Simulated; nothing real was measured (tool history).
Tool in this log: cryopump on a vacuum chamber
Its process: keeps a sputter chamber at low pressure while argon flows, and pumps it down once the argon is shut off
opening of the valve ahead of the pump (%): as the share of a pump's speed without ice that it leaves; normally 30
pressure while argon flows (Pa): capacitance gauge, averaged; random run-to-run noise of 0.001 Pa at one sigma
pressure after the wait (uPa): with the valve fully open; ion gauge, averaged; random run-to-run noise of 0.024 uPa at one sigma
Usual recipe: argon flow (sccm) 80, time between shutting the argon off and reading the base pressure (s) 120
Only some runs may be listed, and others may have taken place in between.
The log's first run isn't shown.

run	hour	argon flow (sccm)	time between shutting the argon off and reading the base pressure (s)	opening of the valve ahead of the pump (%)	pressure while argon flows (Pa)	pressure after the wait (uPa)
2	57.6	80	120	30	0.2971	1.34
# hour 140.8: pump warmed up, emptied and cooled again
3	152.1	80	120	53	0.1627	1.32
4	259.0	80	120	53	0.1626	1.37
5	326.6	80	120	53	0.1625	1.42
6	401.6	80	120	53	0.1641	1.43
7	474.2	80	120	30	0.2888	1.44
8	576.8	80	120	30	0.2902	1.48
9	672.7	80	120	41	0.2148	1.49
10	752.1	80	120	41	0.2139	1.55
11	839.6	80	120	41	0.2159	1.54
12	896.6	80	120	30	0.2927	1.55
13	998.2	80	120	30	0.2935	1.58
14	1077.0	80	120	30	0.2941	1.58
15	1153.4	80	120	30	0.2953	1.69
16	1225.5	80	120	30	0.2935	1.70
17	1306.8	80	120	30	0.2974	1.71
18	1379.6	66	216	51	0.1483	1.34
19	1439.5	36	112	51	0.0813	1.73
20	1513.0	53	76	26	0.2243	2.13
21	1582.4	40	64	54	0.0860	2.42
# hour 1599.4: pump warmed up, emptied and cooled again
22	1700.2	40	47	45	0.0966	2.74
23	1766.0	40	47	15	0.2852	2.71
24	1825.7	40	47	15	0.2864	2.70

Run 25 has not been measured yet. What should we expect?
25	1873.6	40	47	15	?	?

Run 25 gave pressure while argon flows (Pa) 0.2867, pressure after the wait (uPa) 2.70.
With no hidden state in the tool, this same run would have given pressure while argon flows (Pa) 0.2852, pressure after the wait (uPa) 1.85.
